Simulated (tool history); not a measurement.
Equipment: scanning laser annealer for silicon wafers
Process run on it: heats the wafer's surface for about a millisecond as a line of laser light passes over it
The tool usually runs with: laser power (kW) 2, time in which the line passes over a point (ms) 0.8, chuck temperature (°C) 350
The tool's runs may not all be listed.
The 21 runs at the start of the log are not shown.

run,hour,laser power (kW),time in which the line passes over a point (ms),chuck temperature (°C),highest temperature of the surface (°C)
22,137.9,2,0.793,328,1144
23,143,2,0.793,328,1140
24,148.9,1.715,0.592,333,910
25,157.5,2.018,0.881,367,1239
26,166.3,2.018,0.881,367,1237
27,171.9,2.091,0.904,341,1259
28,177.9,1.913,0.8,319,1098
29,182.7,2.042,0.945,339,1256
30,189.8,2.084,0.595,332,1055
31,197.8,1.714,0.8,350,1035
32,202.5,1.71,0.896,360,1089
33,206.8,1.71,0.896,360,1091
34,211.9,1.933,0.985,350,1234
35,219.1,1.933,0.985,337,1223
36,224.7,1.941,0.985,337,1226
37,231.8,2.042,0.924,340,1248

Here are 5 independent what-if runs from the current tool condition. What would each one return?
# hour 235.8: window over the wafer cleaned
A,242.7,1.823,0.8,350,?
# hour 235.8: window over the wafer cleaned
B,242.7,1.867,0.8,350,?
# hour 235.8: window over the wafer cleaned
C,242.7,2.164,0.832,340,?
# hour 235.8: window over the wafer cleaned
D,242.7,2.005,0.964,333,?
# hour 235.8: window over the wafer cleaned
E,242.7,1.799,0.687,327,?

run,highest temperature of the surface (°C)
A,1087
B,1109
C,1251
D,1245
E,995
Take away the tool's hidden state, keep each run's random variation, and the runs would have read:
run,highest temperature of the surface (°C)
A,1088
B,1110
C,1252
D,1246
E,995
